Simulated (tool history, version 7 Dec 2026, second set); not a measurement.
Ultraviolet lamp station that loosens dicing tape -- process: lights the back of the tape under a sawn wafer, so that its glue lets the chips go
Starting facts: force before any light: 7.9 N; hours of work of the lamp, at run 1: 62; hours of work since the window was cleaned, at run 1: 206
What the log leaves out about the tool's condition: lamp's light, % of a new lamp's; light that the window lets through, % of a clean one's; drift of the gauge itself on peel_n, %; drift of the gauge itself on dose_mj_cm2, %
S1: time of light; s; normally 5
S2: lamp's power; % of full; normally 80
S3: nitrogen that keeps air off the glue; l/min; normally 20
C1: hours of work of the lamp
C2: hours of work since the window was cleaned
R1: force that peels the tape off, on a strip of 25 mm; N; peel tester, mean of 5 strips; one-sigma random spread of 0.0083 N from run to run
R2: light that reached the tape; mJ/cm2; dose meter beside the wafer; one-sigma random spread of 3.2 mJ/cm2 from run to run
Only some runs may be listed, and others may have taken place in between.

run 1 day=0 | S1=5 S2=80 S3=20 | C1=62 C2=206 | R1=0.369 R2=448
run 2 day=0.408 | S1=4 S2=80 S3=20 | C1=67 C2=210 | R1=0.553 R2=355
run 3 day=0.704 | S1=5 S2=80 S3=20 | C1=70 C2=213 | R1=0.389 R2=443
run 4 day=1.012 | S1=6 S2=80 S3=20 | C1=73 C2=217 | R1=0.304 R2=531
run 5 day=1.367 | S1=5 S2=96 S3=20 | C1=77 C2=220 | R1=0.308 R2=531
run 6 day=1.625 | S1=5 S2=96 S3=20 | C1=80 C2=223 | R1=0.306 R2=531
run 7 day=2.029 | S1=5 S2=96 S3=20 | C1=84 C2=227 | R1=0.292 R2=531
run 8 day=2.258 | S1=5 S2=80 S3=8 | C1=86 C2=230 | R1=0.644 R2=439
run 9 day=2.596 | S1=5 S2=80 S3=20 | C1=90 C2=233 | R1=0.385 R2=443
run 10 day=2.904 | S1=5 S2=80 S3=20 | C1=93 C2=237 | R1=0.395 R2=436
run 11 day=3.258 | S1=5 S2=80 S3=20 | C1=97 C2=240 | R1=0.399 R2=437
run 12 day=3.525 | S1=2 S2=80 S3=20 | C1=100 C2=243 | R1=1.863 R2=176
run 13 day=3.804 | S1=2 S2=80 S3=20 | C1=103 C2=246 | R1=1.848 R2=173
run 14 day=4.067 | S1=3 S2=80 S3=20 | C1=106 C2=249 | R1=0.997 R2=263
run 15 day=4.492 | S1=3 S2=80 S3=20 | C1=110 C2=254 | R1=0.99 R2=259
run 16 day=4.962 | S1=3 S2=80 S3=20 | C1=115 C2=259 | R1=1.04 R2=257
run 17 day=5.225 | S1=2 S2=80 S3=20 | C1=118 C2=261 | R1=1.898 R2=170
run 18 day=5.55 | S1=3 S2=80 S3=20 | C1=122 C2=265 | R1=1.015 R2=259
run 19 day=6.004 | S1=5 S2=81 S3=20 | C1=126 C2=270 | R1=0.396 R2=437
run 20 day=6.317 | S1=6 S2=80 S3=18 | C1=130 C2=273 | R1=0.312 R2=519
run 21 day=6.558 | S1=6 S2=80 S3=18 | C1=132 C2=276 | R1=0.309 R2=515
run 22 day=6.85 | S1=7 S2=80 S3=15 | C1=135 C2=279 | R1=0.295 R2=605
run 23 day=7.3 | S1=7 S2=80 S3=23 | C1=140 C2=284 | R1=0.259 R2=600
run 24 day=7.571 | S1=3 S2=70 S3=20 | C1=143 C2=286 | R1=1.28 R2=223
run 25 day=8.025 | S1=9 S2=95 S3=20 | C1=148 C2=291 | R1=0.228 R2=906
run 26 day=8.421 | S1=3 S2=67 S3=6 | C1=152 C2=296 | R1=2.411 R2=214
run 27 day=8.667 | S1=6 S2=67 S3=10 | C1=155 C2=298 | R1=0.608 R2=428
run 28 day=8.938 | S1=3 S2=99 S3=10 | C1=158 C2=301 | R1=1.074 R2=313
run 29 day=9.342 | S1=3 S2=99 S3=10 | C1=162 C2=305 | R1=1.059 R2=313
run 30 day=9.542 | S1=5 S2=99 S3=9 | C1=164 C2=307 | R1=0.459 R2=516
run 31 day=9.858 | S1=5 S2=77 S3=33 | C1=167 C2=311 | R1=0.359 R2=406
run 32 day=10.296 | S1=10 S2=73 S3=20 | C1=172 C2=315 | R1=0.216 R2=763
run 33 day=10.654 | S1=8 S2=72 S3=7 | C1=176 C2=319 | R1=0.388 R2=598

Results for each run, recomputed without the tool's hidden state and with each run's random variation untouched:
run=1 R1=0.325 R2=489
run=2 R1=0.468 R2=388
run=3 R1=0.341 R2=486
run=4 R1=0.278 R2=583
run=5 R1=0.281 R2=584
run=6 R1=0.278 R2=585
run=7 R1=0.264 R2=587
run=8 R1=0.533 R2=485
run=9 R1=0.33 R2=490
run=10 R1=0.338 R2=484
run=11 R1=0.341 R2=486
run=12 R1=1.598 R2=196
run=13 R1=1.583 R2=193
run=14 R1=0.815 R2=294
run=15 R1=0.804 R2=290
run=16 R1=0.842 R2=289
run=17 R1=1.607 R2=191
run=18 R1=0.816 R2=292
run=19 R1=0.331 R2=494
run=20 R1=0.271 R2=587
run=21 R1=0.268 R2=584
run=22 R1=0.265 R2=687
run=23 R1=0.242 R2=683
run=24 R1=1.025 R2=255
run=25 R1=0.226 R2=1037
run=26 R1=2.043 R2=245
run=27 R1=0.47 R2=491
run=28 R1=0.835 R2=360
run=29 R1=0.821 R2=361
run=30 R1=0.364 R2=596
run=31 R1=0.298 R2=470
run=32 R1=0.21 R2=885
run=33 R1=0.308 R2=695
